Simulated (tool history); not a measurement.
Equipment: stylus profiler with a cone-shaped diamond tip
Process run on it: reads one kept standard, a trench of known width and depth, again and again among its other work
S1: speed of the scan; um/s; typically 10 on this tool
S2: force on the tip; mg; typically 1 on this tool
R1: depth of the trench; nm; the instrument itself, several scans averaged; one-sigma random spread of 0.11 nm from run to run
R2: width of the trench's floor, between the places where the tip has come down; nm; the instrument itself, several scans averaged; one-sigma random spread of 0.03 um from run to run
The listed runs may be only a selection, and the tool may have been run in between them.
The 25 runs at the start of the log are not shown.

run	hour	S1	S2	R1	R2
26	1322	3	0.55	502.4	14670
27	1359.7	4	0.5	502.41	14580
28	1394	3	0.55	502.35	14550
29	1447.9	4	2.08	505.17	14470
30	1490.9	2	2.18	505.36	14430
31	1543.7	39	1.3	503.85	14210
32	1598	39	1.3	503.93	14100
33	1636.3	24	0.51	502.36	13970
34	1695.4	2	1.09	503.69	14110
35	1742	3	0.61	502.8	14000
36	1783.6	3	0.61	502.86	13970
37	1829.5	3	0.61	503.02	13900
38	1869.7	28	0.68	502.94	13660
39	1922.4	37	2.95	506.94	13700
40	1951.4	37	2.95	506.97	13600
41	1984.4	6	1.15	504.17	13740
42	2032.3	3	0.98	503.87	13710
43	2071.5	11	2	505.73	13590
44	2105.9	11	2	505.64	13550
45	2139.4	21	0.84	503.7	13330
46	2205.5	24	2.03	505.82	13330

3 ways to go on from here, each from the tool as it stands after run 46. What would each give?
A	2236.5	10	0.49	?	?
B	2236.5	24	0.93	?	?
C	2236.5	14	2.61	?	?

run	R1	R2
A	502.86	13370
B	503.87	13260
C	506.45	13360
With no hidden state in the tool, these same runs would have given:
run	R1	R2
A	501.64	15590
B	502.66	15470
C	505.23	15580
